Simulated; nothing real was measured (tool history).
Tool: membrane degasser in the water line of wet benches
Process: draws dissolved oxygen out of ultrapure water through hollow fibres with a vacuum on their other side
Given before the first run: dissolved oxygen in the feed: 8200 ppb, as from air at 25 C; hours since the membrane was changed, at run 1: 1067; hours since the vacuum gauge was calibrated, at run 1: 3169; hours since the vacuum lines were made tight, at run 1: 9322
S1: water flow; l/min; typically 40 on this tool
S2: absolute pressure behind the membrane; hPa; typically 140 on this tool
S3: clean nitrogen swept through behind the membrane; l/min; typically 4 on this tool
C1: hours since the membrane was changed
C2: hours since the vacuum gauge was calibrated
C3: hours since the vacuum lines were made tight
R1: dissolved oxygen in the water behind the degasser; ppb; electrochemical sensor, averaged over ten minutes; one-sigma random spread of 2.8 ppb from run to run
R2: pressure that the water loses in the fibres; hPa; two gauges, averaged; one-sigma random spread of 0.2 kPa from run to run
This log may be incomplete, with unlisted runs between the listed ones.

run,hour,S1,S2,S3,C1,C2,C3,R1,R2
1,0,40,140,4,1067,3169,9322,282.2,437.1
# hour 20.2: seals of the vacuum lines changed
2,44.3,40,140,4,1110,3211,24,284.9,443
3,77.1,40,140,5.96,1143,3244,57,203.7,442.9
4,101.7,40,140,5.96,1167,3268,81,206.6,442.3
5,124.4,40,140,5.96,1190,3291,104,208.6,439.9
6,164.1,40,140,5.96,1230,3331,144,207.7,439.4
7,191.3,40,140,8.88,1257,3358,171,156.2,443
8,223.7,40,189,4,1289,3390,203,391.9,443.7
9,251.6,40,189,4,1317,3418,231,393.4,441.5
10,281.3,40,295,4,1347,3448,261,618.2,443.9
11,322.2,24,140,4,1388,3489,302,160.7,263.9
12,361.6,32,140,5.06,1427,3528,341,181.5,351.4
13,401.5,30,140,5.35,1467,3568,381,162.4,331.9
14,427.7,29,203,7.75,1493,3594,407,168.3,318.9
15,474.1,29,203,7.75,1539,3641,454,167.2,320.2
16,522.5,26,85,4.89,1588,3689,502,78.8,288.5
17,556.2,26,85,4.89,1622,3723,536,76.7,287.2
18,577.7,30,103,2.2,1643,3744,557,232.4,330.4
19,621.1,40,140,6.27,1687,3788,601,200.6,439.1

3 ways to go on from here, each from the tool as it stands after run 19. What would each give?
A,655.2,40,131,3.39,1721,3822,635,?,?
B,655.2,40,149,9.17,1721,3822,635,?,?
C,655.2,32,140,8.18,1721,3822,635,?,?

run,R1,R2
A,298.9,442.3
B,160.4,437.5
C,122.8,356.1
What these runs would have given with no unlogged condition in the tool:
run,R1,R2
A,298.8,442.1
B,160.4,437.4
C,122.8,356

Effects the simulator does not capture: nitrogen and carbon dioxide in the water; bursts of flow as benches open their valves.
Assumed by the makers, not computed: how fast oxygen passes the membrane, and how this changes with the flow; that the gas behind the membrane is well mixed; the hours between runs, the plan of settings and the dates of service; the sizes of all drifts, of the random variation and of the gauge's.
